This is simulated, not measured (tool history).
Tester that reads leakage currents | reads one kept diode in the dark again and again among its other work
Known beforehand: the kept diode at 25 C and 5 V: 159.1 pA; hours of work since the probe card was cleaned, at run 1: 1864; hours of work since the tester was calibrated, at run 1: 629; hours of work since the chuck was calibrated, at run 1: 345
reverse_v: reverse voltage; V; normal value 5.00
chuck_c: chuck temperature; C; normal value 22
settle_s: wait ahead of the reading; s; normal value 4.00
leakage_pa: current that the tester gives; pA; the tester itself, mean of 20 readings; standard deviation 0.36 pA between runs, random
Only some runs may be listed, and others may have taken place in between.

| run | day | reverse_v | chuck_c | settle_s | hours of work since the probe card was cleaned | hours of work since the tester was calibrated | hours of work since the chuck was calibrated | leakage_pa |
|---|---|---|---|---|---|---|---|---|
| 1 | 0.000 | 5.00 | 22 | 4.00 | 1864 | 629 | 345 | 135.53 |
|  | 0.588 | probe card cleaned and baked |
| 2 | 1.771 | 5.00 | 22 | 4.00 | 20 | 658 | 373 | 131.07 |
| 3 | 2.596 | 5.00 | 22 | 4.00 | 35 | 672 | 388 | 131.09 |
| 4 | 3.471 | 5.00 | 22 | 4.00 | 50 | 687 | 403 | 132.56 |
| 5 | 4.950 | 5.00 | 22 | 4.00 | 75 | 712 | 428 | 133.48 |
| 6 | 6.383 | 5.00 | 20 | 4.00 | 100 | 737 | 453 | 109.50 |
| 7 | 7.075 | 5.00 | 20 | 1.54 | 112 | 749 | 465 | 110.18 |
| 8 | 8.388 | 5.00 | 22 | 0.42 | 135 | 772 | 488 | 135.49 |
| 9 | 9.875 | 5.00 | 22 | 0.42 | 160 | 797 | 513 | 137.11 |
| 10 | 10.917 | 5.00 | 22 | 0.42 | 178 | 815 | 531 | 137.41 |
| 11 | 11.838 | 5.00 | 22 | 0.42 | 194 | 831 | 547 | 138.23 |
| 12 | 13.388 | 5.00 | 22 | 6.05 | 221 | 858 | 574 | 138.12 |
| 13 | 14.504 | 5.00 | 22 | 6.05 | 240 | 877 | 593 | 139.43 |
| 14 | 15.588 | 5.00 | 22 | 6.05 | 259 | 896 | 612 | 139.13 |
| 15 | 16.275 | 5.00 | 22 | 6.05 | 271 | 908 | 624 | 140.79 |
| 16 | 17.529 | 5.00 | 22 | 5.38 | 292 | 929 | 645 | 141.36 |
| 17 | 18.221 | 2.38 | 22 | 4.00 | 304 | 941 | 657 | 102.16 |
| 18 | 19.433 | 2.38 | 22 | 4.00 | 325 | 962 | 678 | 102.72 |
| 19 | 20.638 | 2.38 | 22 | 4.00 | 346 | 983 | 699 | 103.13 |
| 20 | 21.467 | 2.38 | 22 | 4.00 | 360 | 997 | 713 | 103.67 |
| 21 | 22.654 | 2.38 | 22 | 4.00 | 381 | 1018 | 734 | 104.20 |
| 22 | 23.388 | 2.38 | 22 | 4.00 | 393 | 1030 | 746 | 105.31 |
| 23 | 24.521 | 2.38 | 22 | 4.00 | 413 | 1050 | 766 | 104.82 |
| 24 | 25.738 | 2.38 | 22 | 4.00 | 434 | 1071 | 787 | 105.59 |
| 25 | 27.142 | 2.36 | 22 | 4.00 | 458 | 1095 | 811 | 106.61 |
| 26 | 27.892 | 2.36 | 22 | 4.00 | 471 | 1108 | 824 | 106.20 |
| 27 | 29.208 | 11.87 | 22 | 4.00 | 494 | 1131 | 847 | 218.69 |
|  | 30.058 | chuck's temperature calibrated |
| 28 | 30.712 | 9.78 | 38 | 1.09 | 518 | 1155 | 11 | 720.94 |
| 29 | 32.304 | 8.54 | 30 | 0.57 | 546 | 1183 | 39 | 332.99 |
| 30 | 33.612 | 8.54 | 30 | 0.57 | 568 | 1205 | 61 | 334.86 |
| 31 | 34.842 | 8.54 | 30 | 0.57 | 589 | 1227 | 83 | 335.48 |
| 32 | 35.600 | 18.96 | 22 | 1.92 | 603 | 1240 | 96 | 227.61 |
| 33 | 36.558 | 6.64 | 20 | 1.76 | 619 | 1256 | 112 | 116.75 |
| 34 | 38.104 | 6.64 | 20 | 1.76 | 646 | 1283 | 139 | 118.04 |
| 35 | 39.288 | 1.03 | 42 | 1.82 | 666 | 1303 | 159 | 393.14 |
| 36 | 40.892 | 1.03 | 42 | 1.82 | 694 | 1331 | 187 | 394.59 |
| 37 | 41.812 | 5.00 | 22 | 0.40 | 710 | 1347 | 203 | 129.51 |
| 38 | 43.088 | 5.00 | 22 | 0.40 | 732 | 1369 | 225 | 129.57 |
| 39 | 43.875 | 7.39 | 37 | 0.32 | 745 | 1382 | 238 | 618.24 |
| 40 | 45.483 | 5.39 | 28 | 8.64 | 773 | 1410 | 266 | 238.42 |
| 41 | 46.550 | 5.39 | 28 | 8.64 | 791 | 1429 | 284 | 242.05 |

How would selected steps in leakage_pa from run to run divide? Give the signed amount a tool lacking its hidden state would still show from settings, what came in and random variation, and the signed amount left for the hidden state, including any gauge scatter that is not in both of the compared results.
Hidden conditions of the tool in this case: stray current of the dirty probe card, pA a volt; current scale over the true one, %; true chuck temperature over the reading, C; drift of the gauge itself on leakage_pa, %.
Run 26 -> 27: reverse_v 2.36 -> 11.87. leakage_pa +112.49 pA: hidden state +24.77, all else +87.72.
Run 27 -> 28: reverse_v 11.87 -> 9.78, chuck_c 22 -> 38, settle_s 4.00 -> 1.09, chuck's temperature calibrated. leakage_pa +502.25 pA: hidden state -36.44, all else +538.69.
Run 28 -> 29: reverse_v 9.78 -> 8.54, chuck_c 38 -> 30, settle_s 1.09 -> 0.57. leakage_pa -387.95 pA: hidden state -1.24, all else -386.71.
Run 38 -> 39: reverse_v 5.00 -> 7.39, chuck_c 22 -> 37, settle_s 0.40 -> 0.32. leakage_pa +488.67 pA: hidden state +30.64, all else +458.03.
